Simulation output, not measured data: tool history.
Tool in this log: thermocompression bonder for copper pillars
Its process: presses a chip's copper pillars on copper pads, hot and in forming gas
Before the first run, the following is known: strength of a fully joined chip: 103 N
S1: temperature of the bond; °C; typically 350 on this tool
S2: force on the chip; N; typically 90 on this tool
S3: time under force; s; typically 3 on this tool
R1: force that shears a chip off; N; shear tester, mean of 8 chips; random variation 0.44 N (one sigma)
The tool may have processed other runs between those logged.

run 1 hour=0 | S1=350 S2=90 S3=3 | R1=38.4
-- hour=13.1 forming gas filter changed
run 2 hour=79 | S1=350 S2=90 S3=3 | R1=39.5
run 3 hour=154.6 | S1=350 S2=90 S3=3 | R1=39.2
-- hour=162.8 heater calibrated with a thermocouple chip
run 4 hour=230.6 | S1=350 S2=90 S3=3 | R1=45.2
run 5 hour=290.7 | S1=350 S2=90 S3=3 | R1=44
run 6 hour=331.3 | S1=336 S2=90 S3=3 | R1=37.4
run 7 hour=370.2 | S1=350 S2=90 S3=8 | R1=60.7
run 8 hour=415.3 | S1=350 S2=90 S3=3 | R1=43.1
-- hour=426.2 forming gas filter changed
run 9 hour=496.7 | S1=350 S2=90 S3=3 | R1=43.9
run 10 hour=550.1 | S1=350 S2=90 S3=3 | R1=44.2
run 11 hour=583.7 | S1=350 S2=90 S3=3 | R1=43.6
run 12 hour=662.6 | S1=350 S2=90 S3=3 | R1=43.5
run 13 hour=736.8 | S1=350 S2=90 S3=3 | R1=42.4
run 14 hour=772.8 | S1=350 S2=90 S3=3 | R1=42.8
-- hour=834.1 forming gas filter changed
run 15 hour=839.6 | S1=350 S2=90 S3=2 | R1=36.2
run 16 hour=908.3 | S1=350 S2=90 S3=2 | R1=36.2
run 17 hour=970.4 | S1=350 S2=90 S3=3 | R1=42
run 18 hour=1029.8 | S1=350 S2=90 S3=3 | R1=43
run 19 hour=1062.7 | S1=336 S2=90 S3=3 | R1=35.2
run 20 hour=1135.8 | S1=336 S2=90 S3=3 | R1=34.7
run 21 hour=1175.7 | S1=336 S2=90 S3=3 | R1=35.1
run 22 hour=1228.9 | S1=322 S2=93 S3=2 | R1=24
-- hour=1246.1 forming gas filter changed
run 23 hour=1305.1 | S1=364 S2=71 S3=2 | R1=36.9
run 24 hour=1376.7 | S1=364 S2=71 S3=2 | R1=36.1
run 25 hour=1417.5 | S1=364 S2=56 S3=2 | R1=31.6
run 26 hour=1483.8 | S1=342 S2=89 S3=2 | R1=31.5
run 27 hour=1527.9 | S1=342 S2=89 S3=2 | R1=30.8
run 28 hour=1570.6 | S1=350 S2=89 S3=2 | R1=34.4
run 29 hour=1610.4 | S1=376 S2=90 S3=3 | R1=52.9
-- hour=1645 force cell calibrated
run 30 hour=1645 | S1=330 S2=128 S3=6 | R1=46.6
-- hour=1657.2 forming gas filter changed
run 31 hour=1709.3 | S1=350 S2=90 S3=7 | R1=53.2
run 32 hour=1756.9 | S1=350 S2=90 S3=7 | R1=52.1
-- hour=1765.2 heater calibrated with a thermocouple chip
run 33 hour=1816.1 | S1=332 S2=82 S3=8 | R1=48.6
run 34 hour=1853.4 | S1=325 S2=55 S3=8 | R1=36.1
run 35 hour=1913.1 | S1=325 S2=55 S3=8 | R1=35.7
run 36 hour=1978.2 | S1=350 S2=127 S3=3 | R1=50.4
run 37 hour=2017.6 | S1=350 S2=127 S3=3 | R1=50.3
-- hour=2070.1 forming gas filter changed
run 38 hour=2079.1 | S1=354 S2=59 S3=4 | R1=40.5
run 39 hour=2144.4 | S1=354 S2=59 S3=4 | R1=40.2
run 40 hour=2196.1 | S1=354 S2=59 S3=4 | R1=40.8

Per-run results on a tool with no hidden state, each run keeping its own random variation:
The tool's hidden condition here consists of: true temperature of the bond over the reading, C; force that reaches the chip, % of what is set; oxide that the forming gas leaves, % of the face; drift of the gauge itself on shear_n, %.
run=1 R1=44.4
run=2 R1=44.7
run=3 R1=44.8
run=4 R1=45.5
run=5 R1=44.6
run=6 R1=38.2
run=7 R1=62.4
run=8 R1=44.6
run=9 R1=44.5
run=10 R1=45.1
run=11 R1=44.8
run=12 R1=45.2
run=13 R1=44.6
run=14 R1=45.2
run=15 R1=37.6
run=16 R1=37.9
run=17 R1=44.4
run=18 R1=45.7
run=19 R1=37.9
run=20 R1=37.8
run=21 R1=38.5
run=22 R1=26.9
run=23 R1=39.5
run=24 R1=39.1
run=25 R1=34.6
run=26 R1=35.1
run=27 R1=34.6
run=28 R1=38.7
run=29 R1=58.4
run=30 R1=54.1
run=31 R1=59.5
run=32 R1=58.8
run=33 R1=49.5
run=34 R1=37.1
run=35 R1=36.9
run=36 R1=52.5
run=37 R1=52.7
run=38 R1=41.5
run=39 R1=41.7
run=40 R1=42.6
